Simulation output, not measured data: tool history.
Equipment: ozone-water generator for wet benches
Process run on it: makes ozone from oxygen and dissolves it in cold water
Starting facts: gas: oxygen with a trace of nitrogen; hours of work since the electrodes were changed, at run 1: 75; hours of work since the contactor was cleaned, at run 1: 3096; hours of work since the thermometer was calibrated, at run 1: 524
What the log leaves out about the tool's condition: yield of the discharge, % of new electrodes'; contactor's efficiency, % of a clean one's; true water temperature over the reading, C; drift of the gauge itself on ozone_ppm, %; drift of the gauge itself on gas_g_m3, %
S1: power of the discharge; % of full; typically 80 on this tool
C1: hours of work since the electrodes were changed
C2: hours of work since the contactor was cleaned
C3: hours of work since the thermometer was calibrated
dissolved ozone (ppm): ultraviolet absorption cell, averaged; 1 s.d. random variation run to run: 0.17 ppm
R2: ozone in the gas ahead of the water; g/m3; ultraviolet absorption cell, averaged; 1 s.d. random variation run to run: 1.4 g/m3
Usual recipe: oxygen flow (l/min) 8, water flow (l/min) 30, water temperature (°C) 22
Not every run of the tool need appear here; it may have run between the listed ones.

{"run": 1, "hour": 0.0, "S1": 80, "oxygen flow (l/min)": 8, "water flow (l/min)": 30, "water temperature (°C)": 22, "C1": 75, "C2": 3096, "C3": 524, "dissolved ozone (ppm)": 21.9, "R2": 265.2}
{"run": 2, "hour": 31.1, "S1": 80, "oxygen flow (l/min)": 8, "water flow (l/min)": 30, "water temperature (°C)": 22, "C1": 95, "C2": 3116, "C3": 544, "dissolved ozone (ppm)": 22.2, "R2": 263.3}
{"run": 3, "hour": 64.0, "S1": 80, "oxygen flow (l/min)": 8, "water flow (l/min)": 30, "water temperature (°C)": 22, "C1": 117, "C2": 3138, "C3": 566, "dissolved ozone (ppm)": 21.8, "R2": 265.5}
{"run": 4, "hour": 100.3, "S1": 80, "oxygen flow (l/min)": 8, "water flow (l/min)": 30, "water temperature (°C)": 22, "C1": 141, "C2": 3162, "C3": 590, "dissolved ozone (ppm)": 21.9, "R2": 263.2}
{"run": 5, "hour": 129.1, "S1": 80, "oxygen flow (l/min)": 8, "water flow (l/min)": 30, "water temperature (°C)": 22, "C1": 160, "C2": 3181, "C3": 609, "dissolved ozone (ppm)": 22.1, "R2": 265.1}
{"run": 6, "hour": 153.6, "S1": 47, "oxygen flow (l/min)": 8, "water flow (l/min)": 30, "water temperature (°C)": 22, "C1": 176, "C2": 3197, "C3": 625, "dissolved ozone (ppm)": 13.4, "R2": 160.2}
{"run": 7, "hour": 172.6, "S1": 88, "oxygen flow (l/min)": 8, "water flow (l/min)": 30, "water temperature (°C)": 22, "C1": 188, "C2": 3209, "C3": 637, "dissolved ozone (ppm)": 24.2, "R2": 287.3}
{"run": 8, "hour": 192.1, "S1": 80, "oxygen flow (l/min)": 8.18, "water flow (l/min)": 30, "water temperature (°C)": 22, "C1": 201, "C2": 3222, "C3": 650, "dissolved ozone (ppm)": 22.5, "R2": 264.2}
{"run": 9, "hour": 220.5, "S1": 80, "oxygen flow (l/min)": 7.3, "water flow (l/min)": 30, "water temperature (°C)": 22, "C1": 220, "C2": 3241, "C3": 669, "dissolved ozone (ppm)": 21.7, "R2": 271.8}
{"run": 10, "hour": 246.3, "S1": 54, "oxygen flow (l/min)": 7.3, "water flow (l/min)": 30, "water temperature (°C)": 22, "C1": 237, "C2": 3258, "C3": 686, "dissolved ozone (ppm)": 15.2, "R2": 189.6}
{"run": 11, "hour": 264.4, "S1": 80, "oxygen flow (l/min)": 8, "water flow (l/min)": 30, "water temperature (°C)": 22, "C1": 249, "C2": 3270, "C3": 698, "dissolved ozone (ppm)": 22, "R2": 262.1}
{"run": 12, "hour": 292.2, "S1": 60, "oxygen flow (l/min)": 10.62, "water flow (l/min)": 19, "water temperature (°C)": 15, "C1": 267, "C2": 3288, "C3": 716, "dissolved ozone (ppm)": 28.6, "R2": 176.7}
{"run": 13, "hour": 324.5, "S1": 82, "oxygen flow (l/min)": 7.97, "water flow (l/min)": 23, "water temperature (°C)": 18, "C1": 288, "C2": 3309, "C3": 737, "dissolved ozone (ppm)": 30.7, "R2": 270.4}
{"run": 14, "hour": 353.5, "S1": 64, "oxygen flow (l/min)": 7.39, "water flow (l/min)": 33, "water temperature (°C)": 18, "C1": 307, "C2": 3328, "C3": 756, "dissolved ozone (ppm)": 17, "R2": 218.4}
{"run": 15, "hour": 375.5, "S1": 64, "oxygen flow (l/min)": 7.39, "water flow (l/min)": 33, "water temperature (°C)": 18, "C1": 322, "C2": 3343, "C3": 771, "dissolved ozone (ppm)": 16.9, "R2": 221.8}
{"run": 16, "hour": 410.1, "S1": 80, "oxygen flow (l/min)": 4.06, "water flow (l/min)": 22, "water temperature (°C)": 19, "C1": 344, "C2": 3365, "C3": 794, "dissolved ozone (ppm)": 28.3, "R2": 351.2}
{"run": 17, "hour": 439.1, "S1": 72, "oxygen flow (l/min)": 12.4, "water flow (l/min)": 44, "water temperature (°C)": 19, "C1": 363, "C2": 3385, "C3": 813, "dissolved ozone (ppm)": 14.5, "R2": 198.7}
{"run": 18, "hour": 473.9, "S1": 55, "oxygen flow (l/min)": 11.6, "water flow (l/min)": 25, "water temperature (°C)": 21, "C1": 386, "C2": 3407, "C3": 836, "dissolved ozone (ppm)": 18.8, "R2": 157.8}

Run 19 has not been measured yet. What should we expect?
{"run": 19, "hour": 506.0, "S1": 80, "oxygen flow (l/min)": 8, "water flow (l/min)": 40, "water temperature (°C)": 22, "C1": 407, "C2": 3429, "C3": 857, "dissolved ozone (ppm)": "?", "R2": "?"}

dissolved ozone (ppm): 16.2
R2: 264.6 g/m3
Had the tool carried no hidden state, the very same run would have given dissolved ozone (ppm) 17, R2 267.8 g/m3.
